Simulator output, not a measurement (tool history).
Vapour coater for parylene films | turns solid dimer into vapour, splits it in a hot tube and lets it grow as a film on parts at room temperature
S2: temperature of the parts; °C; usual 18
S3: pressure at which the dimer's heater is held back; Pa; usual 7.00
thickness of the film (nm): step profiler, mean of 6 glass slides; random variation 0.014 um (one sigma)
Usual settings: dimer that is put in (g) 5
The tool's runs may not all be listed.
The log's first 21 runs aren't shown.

Run 22, hour 603.8: usual settings but dimer that is put in (g) 6. Result: thickness of the film (nm) 1670.
Run 23, hour 630.4: usual settings but dimer that is put in (g) 6, S3 2.44 Pa. Result: thickness of the film (nm) 1870.
Run 24, hour 659.7: usual settings but dimer that is put in (g) 2, S2 16 °C, S3 9.82 Pa. Result: thickness of the film (nm) 570.
Run 25, hour 687.7: usual settings but dimer that is put in (g) 9, S3 4.34 Pa. Result: thickness of the film (nm) 2630.
Run 26, hour 713.2: usual settings but dimer that is put in (g) 3, S2 27 °C, S3 2.37 Pa. Result: thickness of the film (nm) 740.
Run 27, hour 736.8: usual settings but dimer that is put in (g) 8, S2 30 °C, S3 10.89 Pa. Result: thickness of the film (nm) 1670.
Run 28, hour 770.8: usual settings but S2 12 °C. Result: thickness of the film (nm) 1540.
Run 29, hour 792.3: usual settings but dimer that is put in (g) 4, S2 16 °C. Result: thickness of the film (nm) 1150.
Run 30, hour 810.0: usual settings but dimer that is put in (g) 4, S2 15 °C. Result: thickness of the film (nm) 1170.
Run 31, hour 841.5: usual settings but dimer that is put in (g) 6, S2 21 °C, S3 6.67 Pa. Result: thickness of the film (nm) 1530.
Run 32, hour 870.8: usual settings but dimer that is put in (g) 6, S2 21 °C, S3 6.67 Pa. Result: thickness of the film (nm) 1550.
Run 33, hour 900.9: usual settings but S3 3.01 Pa. Result: thickness of the film (nm) 1450.
Run 34, hour 927.1: usual settings. Result: thickness of the film (nm) 1350.
Run 35, hour 945.8: usual settings. Result: thickness of the film (nm) 1330.
Run 36, hour 976.7: usual settings. Result: thickness of the film (nm) 1320.
Run 37, hour 1010.2: usual settings but dimer that is put in (g) 4, S2 11 °C, S3 2.23 Pa. Result: thickness of the film (nm) 1380.
Run 38, hour 1030.2: usual settings but dimer that is put in (g) 4, S2 11 °C, S3 2.23 Pa. Result: thickness of the film (nm) 1350.
Run 39, hour 1066.0: usual settings but dimer that is put in (g) 3, S2 23 °C, S3 6.39 Pa. Result: thickness of the film (nm) 710.
Run 40, hour 1091.5: usual settings but S2 19 °C, S3 3.97 Pa. Result: thickness of the film (nm) 1370.
At hour 1111.9: table's thermometer calibrated.
Run 41, hour 1120.3: usual settings but dimer that is put in (g) 3, S2 10 °C. Result: thickness of the film (nm) 940.
Run 42, hour 1140.7: usual settings but S3 3.95 Pa. Result: thickness of the film (nm) 1390.
Run 43, hour 1178.0: usual settings but dimer that is put in (g) 8, S3 5.85 Pa. Result: thickness of the film (nm) 2110.
Run 44, hour 1205.1: usual settings but dimer that is put in (g) 4, S2 24 °C, S3 10.29 Pa. Result: thickness of the film (nm) 870.

The next listed run, before its measurement:
Run 45, hour 1224.4: usual settings but dimer that is put in (g) 4, S2 24 °C, S3 10.29 Pa. Result: thickness of the film (nm) ?.

Run 45 gave thickness of the film (nm) 890.
Without the tool's hidden state the same run would have given thickness of the film (nm) 1010.
